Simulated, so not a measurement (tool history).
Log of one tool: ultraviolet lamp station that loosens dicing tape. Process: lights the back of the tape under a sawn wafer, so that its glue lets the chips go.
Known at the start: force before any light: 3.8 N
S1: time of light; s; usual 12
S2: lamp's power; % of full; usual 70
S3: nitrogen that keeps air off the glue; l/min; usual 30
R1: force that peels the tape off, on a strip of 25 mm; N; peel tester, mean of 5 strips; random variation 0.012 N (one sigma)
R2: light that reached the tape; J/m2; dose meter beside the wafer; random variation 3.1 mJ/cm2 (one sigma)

run	hour	S1	S2	S3	R1	R2
1	0	12	70	30	0.559	4800
2	21.7	12	89	30	0.368	6070
3	34	12	89	30	0.365	6090
4	50.1	12	89	30	0.37	6110
5	65.5	12	89	30	0.361	6030
6	78.5	12	89	30	0.381	6050
7	91.6	12	70	30	0.541	4800
8	113.6	12	70	30	0.565	4740
9	136.9	12	70	30	0.548	4840
10	155	16	70	30	0.338	6360
11	165.6	16	70	30	0.34	6290
12	180.8	16	70	30	0.326	6370
# hour 185.8: window cleaned of glue's vapour
13	202.2	12	83	30	0.41	5620
14	218.4	12	70	16	0.835	4750
15	232.6	12	70	16	0.784	4760
16	244.5	12	70	16	0.823	4740
17	256.1	12	70	30	0.565	4720
18	277.5	9	70	30	0.847	3590
19	293.6	12	70	30	0.55	4760
20	306.7	12	70	30	0.559	4760
21	327	12	92	30	0.342	6270
22	341.1	12	92	30	0.331	6220
23	352.2	12	92	16	0.538	6300
24	366.4	12	65	28	0.649	4420
25	377.9	12	65	28	0.66	4390
26	389.5	12	86	33	0.343	5850
27	404	12	98	18	0.441	6680
28	421.1	17	69	30	0.311	6570
29	435.3	14	86	35	0.266	6870
30	455.9	14	86	47	0.233	6810
31	470.5	10	93	34	0.421	5320
32	480.5	10	93	34	0.416	5300
33	494.3	15	74	18	0.488	6270
34	511.7	11	78	30	0.535	4860
35	528.3	11	78	30	0.548	4890
36	541.1	11	78	30	0.541	4860
37	562.9	11	78	30	0.536	4820
38	586.9	11	97	30	0.37	6020
39	597.7	11	97	30	0.363	6060
40	616.5	11	90	17	0.627	5640
41	632.9	11	90	17	0.614	5550
42	652.1	11	90	17	0.622	5650
43	665.3	11	90	17	0.633	5570

Forecast each of these 3 alternatives for the next run:
A	688.4	11	64	17	?	?
B	688.4	8	86	11	?	?
C	688.4	8	70	30	?	?

run	R1	R2
A	1.025	3980
B	1.281	3900
C	0.956	3150
Without the tool's hidden state the same runs would have given:
run	R1	R2
A	1.023	3990
B	1.279	3900
C	0.954	3160

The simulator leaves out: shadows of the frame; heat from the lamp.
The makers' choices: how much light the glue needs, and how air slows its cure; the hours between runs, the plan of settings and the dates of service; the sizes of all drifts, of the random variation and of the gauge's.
